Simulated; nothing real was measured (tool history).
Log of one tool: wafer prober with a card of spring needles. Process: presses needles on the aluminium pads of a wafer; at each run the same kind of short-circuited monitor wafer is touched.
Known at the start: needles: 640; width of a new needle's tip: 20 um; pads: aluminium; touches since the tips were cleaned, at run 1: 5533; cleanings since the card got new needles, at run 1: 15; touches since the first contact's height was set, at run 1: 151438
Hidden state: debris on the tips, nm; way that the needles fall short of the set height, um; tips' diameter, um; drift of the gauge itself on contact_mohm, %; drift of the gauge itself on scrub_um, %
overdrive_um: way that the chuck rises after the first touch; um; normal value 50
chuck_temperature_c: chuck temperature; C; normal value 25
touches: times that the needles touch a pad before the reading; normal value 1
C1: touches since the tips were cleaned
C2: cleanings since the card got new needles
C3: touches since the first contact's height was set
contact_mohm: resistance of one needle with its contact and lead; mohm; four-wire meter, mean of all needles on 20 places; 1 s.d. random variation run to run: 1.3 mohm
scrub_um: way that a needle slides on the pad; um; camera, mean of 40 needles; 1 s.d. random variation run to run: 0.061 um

Run 1, hour 0.0: usual settings; C1 5533; C2 15; C3 151438. Result: contact_mohm 112 mohm, scrub_um 11.31 um.
At hour 14.2: tips cleaned on abrasive film.
Run 2, hour 18.8: usual settings but chuck_temperature_c 35 C; C1 1174; C2 16; C3 156250. Result: contact_mohm 115 mohm, scrub_um 11.29 um.
Run 3, hour 35.8: usual settings but chuck_temperature_c 35 C; C1 5545; C2 16; C3 160621. Result: contact_mohm 115 mohm, scrub_um 11.32 um.
Run 4, hour 44.9: usual settings but chuck_temperature_c 35 C; C1 7900; C2 16; C3 162976. Result: contact_mohm 116 mohm, scrub_um 11.41 um.
At hour 49.4: tips cleaned on abrasive film.
Run 5, hour 65.3: usual settings but touches 2; C1 4079; C2 17; C3 168176. Result: contact_mohm 112 mohm, scrub_um 11.47 um.
Run 6, hour 80.1: usual settings but touches 2; C1 7904; C2 17; C3 172001. Result: contact_mohm 113 mohm, scrub_um 11.38 um.
At hour 85.3: tips cleaned on abrasive film.
Run 7, hour 92.3: usual settings but touches 2; C1 1820; C2 18; C3 175116. Result: contact_mohm 112 mohm, scrub_um 11.37 um.
Run 8, hour 112.9: usual settings but touches 2; C1 7125; C2 18; C3 180421. Result: contact_mohm 115 mohm, scrub_um 11.43 um.
At hour 120.2: tips cleaned on abrasive film.
Run 9, hour 131.9: usual settings but chuck_temperature_c 62 C, touches 2; C1 3004; C2 19; C3 185260. Result: contact_mohm 120 mohm, scrub_um 11.38 um.
Run 10, hour 146.5: usual settings but overdrive_um 30 um, chuck_temperature_c 62 C, touches 2; C1 6769; C2 19; C3 189025. Result: contact_mohm 134 mohm, scrub_um 6.88 um.
At hour 156.0: tips cleaned on abrasive film.
Run 11, hour 168.0: usual settings but overdrive_um 30 um, chuck_temperature_c 62 C, touches 2; C1 3097; C2 20; C3 194543. Result: contact_mohm 134 mohm, scrub_um 6.87 um.
Run 12, hour 184.9: usual settings but overdrive_um 30 um, chuck_temperature_c 62 C, touches 2; C1 7439; C2 20; C3 198885. Result: contact_mohm 136 mohm, scrub_um 6.93 um.
At hour 191.3: tips cleaned on abrasive film.
Run 13, hour 199.0: usual settings but overdrive_um 30 um, chuck_temperature_c 62 C, touches 2; C1 1974; C2 21; C3 202484. Result: contact_mohm 134 mohm, scrub_um 6.96 um.
At hour 206.5: gauge calibrated.
Run 14, hour 216.6: usual settings; C1 6516; C2 21; C3 207026. Result: contact_mohm 112 mohm, scrub_um 11.33 um.
At hour 226.4: tips cleaned on abrasive film.
Run 15, hour 232.3: usual settings; C1 1509; C2 22; C3 211014. Result: contact_mohm 112 mohm, scrub_um 11.28 um.
Run 16, hour 241.1: usual settings; C1 3775; C2 22; C3 213280. Result: contact_mohm 113 mohm, scrub_um 11.28 um.
Run 17, hour 259.5: usual settings; C1 8517; C2 22; C3 218022. Result: contact_mohm 115 mohm, scrub_um 11.31 um.
At hour 261.3: tips cleaned on abrasive film.
Run 18, hour 274.4: usual settings; C1 3376; C2 23; C3 221838. Result: contact_mohm 113 mohm, scrub_um 11.28 um.
At hour 284.0: height of the first contact set anew.
Run 19, hour 284.0: usual settings but chuck_temperature_c 50 C; C1 5770; C2 23; C3 0. Result: contact_mohm 116 mohm, scrub_um 11.42 um.
At hour 297.5: tips cleaned on abrasive film.
Run 20, hour 297.5: usual settings but overdrive_um 62 um, chuck_temperature_c 39 C; C1 0; C2 24; C3 3444. Result: contact_mohm 112 mohm, scrub_um 14.15 um.
Run 21, hour 311.8: usual settings but overdrive_um 62 um, chuck_temperature_c 39 C; C1 3675; C2 24; C3 7119. Result: contact_mohm 112 mohm, scrub_um 14.25 um.
Run 22, hour 329.2: usual settings but overdrive_um 62 um, chuck_temperature_c 39 C; C1 8161; C2 24; C3 11605. Result: contact_mohm 114 mohm, scrub_um 14.06 um.
At hour 333.9: tips cleaned on abrasive film.
Run 23, hour 350.4: usual settings but overdrive_um 66 um, chuck_temperature_c 28 C, touches 2; C1 4267; C2 25; C3 17038. Result: contact_mohm 107 mohm, scrub_um 15.30 um.
At hour 368.9: tips cleaned on abrasive film.
Run 24, hour 369.5: usual settings but overdrive_um 66 um, chuck_temperature_c 28 C, touches 2; C1 166; C2 26; C3 21915. Result: contact_mohm 109 mohm, scrub_um 15.25 um.
Run 25, hour 383.7: usual settings but overdrive_um 66 um, chuck_temperature_c 28 C, touches 2; C1 3818; C2 26; C3 25567. Result: contact_mohm 109 mohm, scrub_um 15.22 um.
Run 26, hour 392.7: usual settings but chuck_temperature_c 84 C, touches 2; C1 6136; C2 26; C3 27885. Result: contact_mohm 123 mohm, scrub_um 11.53 um.
At hour 403.8: tips cleaned on abrasive film.
Run 27, hour 411.6: usual settings but touches 2; C1 2007; C2 27; C3 32729. Result: contact_mohm 112 mohm, scrub_um 11.56 um.
Run 28, hour 423.9: usual settings but overdrive_um 56 um, chuck_temperature_c 52 C; C1 5169; C2 27; C3 35891. Result: contact_mohm 115 mohm, scrub_um 12.99 um.
At hour 439.1: tips cleaned on abrasive film.
Run 29, hour 441.1: usual settings but overdrive_um 56 um, chuck_temperature_c 52 C, touches 2; C1 523; C2 28; C3 40283. Result: contact_mohm 114 mohm, scrub_um 12.93 um.
Run 30, hour 456.1: usual settings but chuck_temperature_c 36 C; C1 4376; C2 28; C3 44136. Result: contact_mohm 115 mohm, scrub_um 11.68 um.
Run 31, hour 471.6: usual settings but chuck_temperature_c 36 C; C1 8378; C2 28; C3 48138. Result: contact_mohm 116 mohm, scrub_um 11.67 um.
At hour 475.2: tips cleaned on abrasive film.
Run 32, hour 489.1: usual settings but overdrive_um 49 um, chuck_temperature_c 91 C, touches 2; C1 3577; C2 29; C3 52606. Result: contact_mohm 126 mohm, scrub_um 11.41 um.
Run 33, hour 504.6: usual settings but overdrive_um 66 um, touches 2; C1 7564; C2 29; C3 56593. Result: contact_mohm 108 mohm, scrub_um 15.34 um.
At hour 510.5: tips cleaned on abrasive film.
Run 34, hour 518.3: usual settings but overdrive_um 63 um, chuck_temperature_c 29 C, touches 3; C1 2011; C2 30; C3 60101. Result: contact_mohm 107 mohm, scrub_um 14.88 um.
Run 35, hour 532.8: usual settings but chuck_temperature_c 31 C; C1 5738; C2 30; C3 63828. Result: contact_mohm 113 mohm, scrub_um 11.77 um.

Entry by entry between the runs, the difference in hidden state between the last listed run before and the first listed run after:
Run 1 -> run 2: tips cleaned on abrasive film (hour 14.2)
  drift of the gauge itself on scrub_um, %: 0 -> 0.26
  measured minus no-state result, scrub_um: +0.00 -> +0.03 um
Run 4 -> run 5: tips cleaned on abrasive film (hour 49.4)
  drift of the gauge itself on scrub_um, %: 0.62 -> 0.9
  measured minus no-state result, scrub_um: +0.07 -> +0.10 um
Run 6 -> run 7: tips cleaned on abrasive film (hour 85.3)
  drift of the gauge itself on scrub_um, %: 1.1 -> 1.27
  measured minus no-state result, scrub_um: +0.12 -> +0.15 um
Run 8 -> run 9: tips cleaned on abrasive film (hour 120.2)
  drift of the gauge itself on scrub_um, %: 1.55 -> 1.81
  measured minus no-state result, scrub_um: +0.18 -> +0.20 um
Run 10 -> run 11: tips cleaned on abrasive film (hour 156.0)
  drift of the gauge itself on scrub_um, %: 2.02 -> 2.31
  measured minus no-state result, scrub_um: +0.14 -> +0.16 um
Run 12 -> run 13: tips cleaned on abrasive film (hour 191.3)
  drift of the gauge itself on scrub_um, %: 2.54 -> 2.74
  measured minus no-state result, scrub_um: +0.17 -> +0.19 um
Run 13 -> run 14: gauge calibrated (hour 206.5)
  drift of the gauge itself on scrub_um, %: 2.74 -> 0.14
  measured minus no-state result, scrub_um: +0.19 -> +0.02 um
Run 14 -> run 15: tips cleaned on abrasive film (hour 226.4)
  drift of the gauge itself on scrub_um, %: 0.14 -> 0.35
  measured minus no-state result, scrub_um: +0.02 -> +0.04 um
Run 17 -> run 18: tips cleaned on abrasive film (hour 261.3)
  drift of the gauge itself on scrub_um, %: 0.73 -> 0.93
  measured minus no-state result, scrub_um: +0.08 -> +0.10 um
Run 18 -> run 19: height of the first contact set anew (hour 284.0)
  drift of the gauge itself on scrub_um, %: 0.93 -> 1.06
  measured minus no-state result, scrub_um: +0.10 -> +0.12 um
Run 19 -> run 20: tips cleaned on abrasive film (hour 297.5)
  drift of the gauge itself on scrub_um, %: 1.06 -> 1.25
  measured minus no-state result, scrub_um: +0.12 -> +0.17 um
Run 22 -> run 23: tips cleaned on abrasive film (hour 333.9)
  drift of the gauge itself on scrub_um, %: 1.68 -> 1.98
  measured minus no-state result, scrub_um: +0.23 -> +0.29 um
Run 23 -> run 24: tips cleaned on abrasive film (hour 368.9)
  drift of the gauge itself on scrub_um, %: 1.98 -> 2.24
  measured minus no-state result, scrub_um: +0.29 -> +0.34 um
Run 26 -> run 27: tips cleaned on abrasive film (hour 403.8)
  drift of the gauge itself on scrub_um, %: 2.56 -> 2.82
  measured minus no-state result, scrub_um: +0.29 -> +0.32 um
Run 28 -> run 29: tips cleaned on abrasive film (hour 439.1)
  drift of the gauge itself on scrub_um, %: 2.99 -> 3.22
  measured minus no-state result, scrub_um: +0.38 -> +0.40 um
Run 31 -> run 32: tips cleaned on abrasive film (hour 475.2)
  drift of the gauge itself on scrub_um, %: 3.64 -> 3.88
  measured minus no-state result, scrub_um: +0.41 -> +0.42 um
Run 33 -> run 34: tips cleaned on abrasive film (hour 510.5)
  drift of the gauge itself on scrub_um, %: 4.1 -> 4.29
  measured minus no-state result, scrub_um: +0.60 -> +0.61 um

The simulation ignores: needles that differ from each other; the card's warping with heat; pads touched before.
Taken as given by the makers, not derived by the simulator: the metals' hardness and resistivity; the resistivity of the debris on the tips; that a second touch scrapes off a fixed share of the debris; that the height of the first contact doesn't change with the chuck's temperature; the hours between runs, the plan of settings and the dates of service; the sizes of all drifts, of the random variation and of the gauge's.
